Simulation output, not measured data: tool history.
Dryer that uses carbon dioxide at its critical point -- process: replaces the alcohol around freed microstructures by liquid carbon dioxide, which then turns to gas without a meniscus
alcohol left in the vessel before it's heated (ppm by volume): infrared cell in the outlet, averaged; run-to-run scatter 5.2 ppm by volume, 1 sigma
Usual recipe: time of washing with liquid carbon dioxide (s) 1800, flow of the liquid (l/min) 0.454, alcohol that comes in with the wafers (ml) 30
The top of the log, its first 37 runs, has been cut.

run    hour  time of washing with liquid carbon dioxide (s)  flow of the liquid (l/min)  alcohol that comes in with the wafers (ml)  alcohol left in the vessel before it's heated (ppm by volume)
 38  1539.9                                            1320                       0.699                                          27                                                            156
 39  1562.6                                            1860                       0.283                                          31                                                            672
 40  1607.7                                            1860                       0.283                                          31                                                            707
 41  1655.9                                            1680                       0.366                                          31                                                            471
 42  1688.5                                            1680                       0.366                                          31                                                            477
 43  1740.8                                            1680                       0.366                                          31                                                            511
 44  1773.7                                            1260                       0.583                                          22                                                            277
 45  1818.8                                            1140                       0.583                                          23                                                            363
 46  1848.0                                            1560                       0.454                                          71                                                            669
 47  1895.8                                            1320                       0.712                                          71                                                            298
 48  1949.3                                            1320                       0.712                                          71                                                            302

Below are 3 alternative next runs, each starting from the tool's condition after run 48. Predict each:
  A  1981.5                                            1320                       0.454                                          30                                                              ?
  B  1981.5                                            1800                       0.678                                          30                                                              ?
  C  1981.5                                            1380                       0.675                                          64                                                              ?

run  alcohol left in the vessel before it's heated (ppm by volume)
  A                                                            625
  B                                                            170
  C                                                            302
Stripped of hidden state, with their random variation kept, the same runs would have yielded:
run  alcohol left in the vessel before it's heated (ppm by volume)
  A                                                            335
  B                                                             11
  C                                                             91
